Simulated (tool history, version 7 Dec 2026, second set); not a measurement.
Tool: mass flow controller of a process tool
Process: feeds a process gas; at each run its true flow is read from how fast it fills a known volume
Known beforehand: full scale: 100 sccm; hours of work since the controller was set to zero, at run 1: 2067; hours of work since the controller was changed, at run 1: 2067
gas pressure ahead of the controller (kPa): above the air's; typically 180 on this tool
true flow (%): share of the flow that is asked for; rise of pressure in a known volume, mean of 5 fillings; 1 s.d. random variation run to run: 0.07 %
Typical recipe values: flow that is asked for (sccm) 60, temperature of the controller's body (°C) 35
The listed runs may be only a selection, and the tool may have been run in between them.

run    hour  flow that is asked for (sccm)  gas pressure ahead of the controller (kPa)  temperature of the controller's body (°C)  hours of work since the controller was set to zero  hours of work since the controller was changed  true flow (%)
  1     0.0                             60                                         180                                         35                                                2067                                            2067          98.35
  2    93.8                             60                                         182                                         35                                                2120                                            2120          98.46
  3   266.2                             60                                         182                                         35                                                2218                                            2218          98.33
  4   361.2                             60                                         182                                         35                                                2272                                            2272          98.37
  5   458.0                             60                                         180                                         35                                                2327                                            2327          98.31
  6   635.7                             60                                         180                                         35                                                2428                                            2428          98.31
  7   815.9                             60                                         180                                         35                                                2530                                            2530          98.30
  8   991.5                             60                                         180                                         35                                                2630                                            2630          98.42
  9  1071.4                             60                                         180                                         35                                                2675                                            2675          98.32
 10  1244.8                             60                                         180                                         35                                                2774                                            2774          98.44
 11  1378.0                             60                                         242                                         35                                                2849                                            2849          98.19
 12  1502.0                             85                                         242                                         35                                                2920                                            2920          98.71
 13  1691.4                             60                                         145                                         35                                                3027                                            3027          98.46
 14  1802.7                             12                                         180                                         35                                                3091                                            3091          97.19
 15  1920.5                             12                                         180                                         35                                                3158                                            3158          97.28
 16  2020.2                             12                                         149                                         35                                                3214                                            3214          97.40
 17  2147.2                             17                                         180                                         35                                                3286                                            3286          97.34
 18  2265.0                             17                                         180                                         35                                                3353                                            3353          97.26
 19  2352.5                             17                                         180                                         35                                                3403                                            3403          97.37
 20  2486.7                             60                                         180                                         32                                                3479                                            3479          98.65
 21  2602.0                             60                                         180                                         32                                                3545                                            3545          98.47
 22  2766.3                             60                                         159                                         35                                                3638                                            3638          98.45
 23  2922.7                             60                                         159                                         35                                                3727                                            3727          98.54
 24  3010.8                             60                                         159                                         35                                                3777                                            3777          98.60
 25  3099.7                             60                                         181                                         35                                                3827                                            3827          98.33
 26  3287.9                             60                                         180                                         22                                                3934                                            3934          99.31
 27  3382.5                             26                                         180                                         25                                                3988                                            3988          98.26
 28  3476.1                             26                                         180                                         25                                                4041                                            4041          98.18
 29  3649.1                             28                                         145                                         27                                                4140                                            4140          98.35
 30  3726.6                             60                                         196                                         22                                                4184                                            4184          99.21
 31  3831.4                             60                                         196                                         22                                                4243                                            4243          99.30
 32  3969.1                             60                                         267                                         35                                                4321                                            4321          98.03
 33  4152.8                             11                                         212                                         31                                                4426                                            4426          97.40
 34  4253.2                             60                                         180                                         39                                                4483                                            4483          98.01
 35  4411.6                             60                                         226                                         39                                                4573                                            4573          97.88
 36  4593.8                             60                                         226                                         39                                                4676                                            4676          97.90
 37  4680.5                             18                                         253                                         27                                                4725                                            4725          97.70
 38  4761.4                             82                                         238                                         30                                                4771                                            4771          99.10
 39  4948.7                             60                                         177                                         36                                                4878                                            4878          98.26
 40  5057.6                             34                                         186                                         39                                                4940                                            4940          97.38
 41  5161.1                             60                                         180                                         33                                                4998                                            4998          98.46

Expected results for the next run?
 42  5311.3                             12                                         172                                         29                                                5084                                            5084              ?

true flow (%): 97.63
On a tool with no hidden condition, and with the same random variation, this run would have come out at true flow (%) 97.62.
